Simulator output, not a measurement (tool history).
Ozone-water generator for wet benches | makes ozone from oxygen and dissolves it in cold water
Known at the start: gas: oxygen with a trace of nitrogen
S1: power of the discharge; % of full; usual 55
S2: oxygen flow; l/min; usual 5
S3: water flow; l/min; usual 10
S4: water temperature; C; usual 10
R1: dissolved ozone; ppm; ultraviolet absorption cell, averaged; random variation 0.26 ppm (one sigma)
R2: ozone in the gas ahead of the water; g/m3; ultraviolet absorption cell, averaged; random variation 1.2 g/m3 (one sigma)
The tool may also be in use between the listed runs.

run,hour,S1,S2,S3,S4,R1,R2
1,0,55,5,10,10,38.8,200.5
2,19.4,55,5,10,10,39,201.7
3,57,55,5,10,10,38.5,199.7
4,94.6,55,5.25,10,10,38.4,196.6
5,124.9,55,5.25,10,10,38.3,195
6,152.4,55,5,10,10,38.6,199
7,182.3,99,3.19,10,7,53.1,335.3
# hour 185.7: water thermometer calibrated
8,206.3,77,7.55,10,10,44.4,194.5
9,227.6,79,3.67,7,6,62,281.4

Run 10 comes next. What will it give?
10,248.6,79,3.67,7,6,?,?

R1: 63 ppm
R2: 275.1 g/m3
Without the tool's hidden state the same run would have given R1 66.8 ppm, R2 287.8 g/m3.
